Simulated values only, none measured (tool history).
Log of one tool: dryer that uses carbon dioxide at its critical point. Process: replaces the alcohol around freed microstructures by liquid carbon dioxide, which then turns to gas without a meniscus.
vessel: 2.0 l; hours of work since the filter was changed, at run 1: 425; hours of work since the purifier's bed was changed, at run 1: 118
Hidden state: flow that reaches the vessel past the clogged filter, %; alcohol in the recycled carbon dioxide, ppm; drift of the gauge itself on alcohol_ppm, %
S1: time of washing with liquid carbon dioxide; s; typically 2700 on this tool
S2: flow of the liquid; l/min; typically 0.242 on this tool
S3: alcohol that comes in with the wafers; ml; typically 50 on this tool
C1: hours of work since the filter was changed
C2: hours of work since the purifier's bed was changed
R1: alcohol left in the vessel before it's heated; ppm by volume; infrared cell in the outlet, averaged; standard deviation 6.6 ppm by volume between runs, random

| run | day | S1 | S2 | S3 | C1 | C2 | R1 |
|---|---|---|---|---|---|---|---|
| 1 | 0.000 | 2700 | 0.242 | 50 | 425 | 118 | 645 |
| 2 | 0.879 | 2700 | 0.242 | 41 | 440 | 132 | 562 |
| 3 | 2.138 | 2700 | 0.242 | 50 | 460 | 153 | 699 |
|  | 2.792 | inlet filter changed |
| 4 | 2.817 | 2700 | 0.242 | 50 | 0 | 163 | 326 |
| 5 | 3.767 | 2700 | 0.242 | 50 | 16 | 179 | 363 |
| 6 | 4.688 | 2700 | 0.242 | 50 | 31 | 194 | 375 |
| 7 | 5.896 | 2700 | 0.242 | 50 | 51 | 214 | 392 |
| 8 | 6.888 | 2700 | 0.242 | 50 | 67 | 230 | 406 |
| 9 | 8.088 | 2700 | 0.242 | 50 | 87 | 250 | 416 |
| 10 | 9.479 | 2160 | 0.242 | 50 | 110 | 273 | 881 |
| 11 | 10.329 | 2700 | 0.242 | 50 | 124 | 287 | 466 |
| 12 | 11.571 | 2700 | 0.242 | 50 | 145 | 307 | 470 |
| 13 | 12.471 | 2580 | 0.242 | 50 | 159 | 322 | 559 |
| 14 | 13.058 | 2700 | 0.242 | 41 | 169 | 332 | 419 |
| 15 | 13.867 | 2700 | 0.242 | 41 | 182 | 345 | 434 |
| 16 | 14.971 | 2700 | 0.242 | 41 | 201 | 363 | 457 |
| 17 | 15.550 | 2700 | 0.242 | 41 | 210 | 373 | 480 |
| 18 | 16.892 | 2700 | 0.242 | 41 | 232 | 395 | 482 |
| 19 | 18.267 | 2700 | 0.276 | 81 | 255 | 418 | 535 |
| 20 | 19.667 | 2160 | 0.241 | 50 | 278 | 441 | 1174 |
| 21 | 20.742 | 2580 | 0.242 | 103 | 295 | 458 | 1343 |
| 22 | 21.783 | 2700 | 0.147 | 50 | 313 | 475 | 2630 |
| 23 | 22.588 | 2700 | 0.310 | 30 | 326 | 489 | 251 |
| 24 | 23.629 | 2700 | 0.280 | 50 | 343 | 506 | 432 |
| 25 | 24.250 | 2700 | 0.280 | 50 | 353 | 516 | 437 |
| 26 | 25.588 | 2760 | 0.235 | 50 | 375 | 538 | 726 |
| 27 | 27.004 | 3180 | 0.147 | 71 | 399 | 561 | 2654 |
| 28 | 28.033 | 2700 | 0.374 | 81 | 416 | 578 | 299 |
| 29 | 29.308 | 2580 | 0.162 | 34 | 437 | 599 | 1827 |
| 30 | 30.392 | 2580 | 0.162 | 34 | 454 | 617 | 1832 |
|  | 31.408 | inlet filter changed |
| 31 | 31.488 | 3660 | 0.162 | 34 | 1 | 635 | 547 |
| 32 | 32.733 | 3660 | 0.162 | 34 | 22 | 655 | 552 |
| 33 | 33.354 | 3660 | 0.162 | 34 | 32 | 665 | 573 |
| 34 | 34.671 | 3660 | 0.162 | 34 | 54 | 687 | 599 |

What if the next run were any one of these 5? Each begins from the tool's condition after run 34:
| A | 35.708 | 3420 | 0.200 | 88 | 71 | 704 | ? |
| B | 35.708 | 1920 | 0.177 | 34 | 71 | 704 | ? |
| C | 35.708 | 1740 | 0.162 | 47 | 71 | 704 | ? |
| D | 35.708 | 1920 | 0.242 | 50 | 71 | 704 | ? |
| E | 35.708 | 2640 | 0.173 | 64 | 71 | 704 | ? |

| run | R1 |
|---|---|
| A | 717 |
| B | 2035 |
| C | 4034 |
| D | 1372 |
| E | 1854 |
Without the tool's hidden state the same runs would have given:
| run | R1 |
|---|---|
| A | 416 |
| B | 1678 |
| C | 3578 |
| D | 1029 |
| E | 1468 |
